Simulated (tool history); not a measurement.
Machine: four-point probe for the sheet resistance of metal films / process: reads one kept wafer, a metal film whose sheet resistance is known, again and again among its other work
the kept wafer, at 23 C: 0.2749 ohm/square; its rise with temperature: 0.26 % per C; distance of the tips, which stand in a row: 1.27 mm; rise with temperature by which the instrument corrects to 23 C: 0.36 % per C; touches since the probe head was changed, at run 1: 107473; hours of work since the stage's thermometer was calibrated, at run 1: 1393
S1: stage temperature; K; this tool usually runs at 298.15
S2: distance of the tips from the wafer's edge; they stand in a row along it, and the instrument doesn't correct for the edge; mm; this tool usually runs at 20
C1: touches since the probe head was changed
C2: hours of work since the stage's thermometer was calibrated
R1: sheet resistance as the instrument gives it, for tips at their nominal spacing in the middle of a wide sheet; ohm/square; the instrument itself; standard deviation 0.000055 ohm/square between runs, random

run 1 hour=0 | S1=298.15 S2=20 | C1=107473 C2=1393 | R1=0.27495
run 2 hour=69.7 | S1=298.15 S2=20 | C1=110161 C2=1445 | R1=0.275035
run 3 hour=107.9 | S1=298.15 S2=20 | C1=111630 C2=1474 | R1=0.274946
run 4 hour=181 | S1=298.15 S2=20 | C1=114447 C2=1528 | R1=0.275023
run 5 hour=256.7 | S1=298.15 S2=20 | C1=117365 C2=1585 | R1=0.274849
run 6 hour=328.2 | S1=298.15 S2=20 | C1=120123 C2=1638 | R1=0.274934
run 7 hour=390.9 | S1=304.15 S2=20 | C1=122539 C2=1685 | R1=0.273283
run 8 hour=471.8 | S1=298.15 S2=20 | C1=125656 C2=1745 | R1=0.274942
run 9 hour=523.1 | S1=298.15 S2=65 | C1=127631 C2=1784 | R1=0.274536
run 10 hour=577.1 | S1=307.15 S2=65 | C1=129713 C2=1824 | R1=0.272078
run 11 hour=638.3 | S1=298.15 S2=20 | C1=132073 C2=1870 | R1=0.27481
run 12 hour=703.7 | S1=298.15 S2=20 | C1=134590 C2=1918 | R1=0.274935
run 13 hour=749 | S1=298.15 S2=20 | C1=136338 C2=1952 | R1=0.274911
run 14 hour=825.2 | S1=298.15 S2=20 | C1=139274 C2=2009 | R1=0.274993
run 15 hour=887.1 | S1=299.15 S2=20 | C1=141658 C2=2055 | R1=0.274767
run 16 hour=948.4 | S1=297.15 S2=20 | C1=144022 C2=2101 | R1=0.275288
run 17 hour=987.3 | S1=299.15 S2=20 | C1=145520 C2=2130 | R1=0.274655
run 18 hour=1047.4 | S1=301.15 S2=20 | C1=147836 C2=2175 | R1=0.274063
run 19 hour=1103.9 | S1=291.15 S2=20 | C1=150013 C2=2217 | R1=0.276724
run 20 hour=1155 | S1=291.15 S2=20 | C1=151981 C2=2255 | R1=0.276843
run 21 hour=1208.5 | S1=291.15 S2=20 | C1=154046 C2=2295 | R1=0.276857
-- hour=1240.5 stage's thermometer calibrated
run 22 hour=1287 | S1=291.15 S2=20 | C1=157049 C2=35 | R1=0.2769
run 23 hour=1320.3 | S1=302.15 S2=32 | C1=158335 C2=60 | R1=0.273564
run 24 hour=1388.7 | S1=300.15 S2=20 | C1=160969 C2=111 | R1=0.274341
run 25 hour=1440.8 | S1=293.15 S2=27 | C1=162976 C2=149 | R1=0.275997
run 26 hour=1505.7 | S1=298.15 S2=9 | C1=165477 C2=198 | R1=0.277241
run 27 hour=1546.5 | S1=300.15 S2=68 | C1=167051 C2=228 | R1=0.273827
run 28 hour=1594.7 | S1=300.15 S2=68 | C1=168910 C2=264 | R1=0.273861
run 29 hour=1655.4 | S1=300.15 S2=68 | C1=171248 C2=309 | R1=0.273847
run 30 hour=1702.5 | S1=300.15 S2=68 | C1=173063 C2=345 | R1=0.273828
run 31 hour=1741.9 | S1=295.15 S2=56 | C1=174579 C2=374 | R1=0.275245
run 32 hour=1813.1 | S1=295.15 S2=62 | C1=177326 C2=427 | R1=0.275129
run 33 hour=1877.1 | S1=301.15 S2=62 | C1=179790 C2=475 | R1=0.273508
run 34 hour=1922.6 | S1=296.15 S2=20 | C1=181545 C2=509 | R1=0.275432
run 35 hour=1970.4 | S1=296.15 S2=20 | C1=183388 C2=544 | R1=0.275453
run 36 hour=2025.5 | S1=299.15 S2=3 | C1=185509 C2=586 | R1=0.297981
run 37 hour=2084.2 | S1=305.15 S2=14 | C1=187771 C2=629 | R1=0.273767
run 38 hour=2126.1 | S1=305.15 S2=14 | C1=189388 C2=661 | R1=0.273701
run 39 hour=2183.7 | S1=300.15 S2=37 | C1=191607 C2=704 | R1=0.274075
run 40 hour=2227.6 | S1=304.15 S2=51 | C1=193296 C2=736 | R1=0.272876
run 41 hour=2279.5 | S1=294.15 S2=28 | C1=195299 C2=775 | R1=0.275667
run 42 hour=2351.7 | S1=293.15 S2=17 | C1=198081 C2=829 | R1=0.276579
run 43 hour=2412.8 | S1=296.15 S2=67 | C1=200436 C2=874 | R1=0.274956
run 44 hour=2476.5 | S1=305.15 S2=6 | C1=202889 C2=922 | R1=0.278932

Hidden condition of the tool, last listed run before each entry between runs versus first listed run after:
From run 21 to run 22: stage's thermometer calibrated (hour 1240.5)
  nothing in the hidden state changes from one run to the other
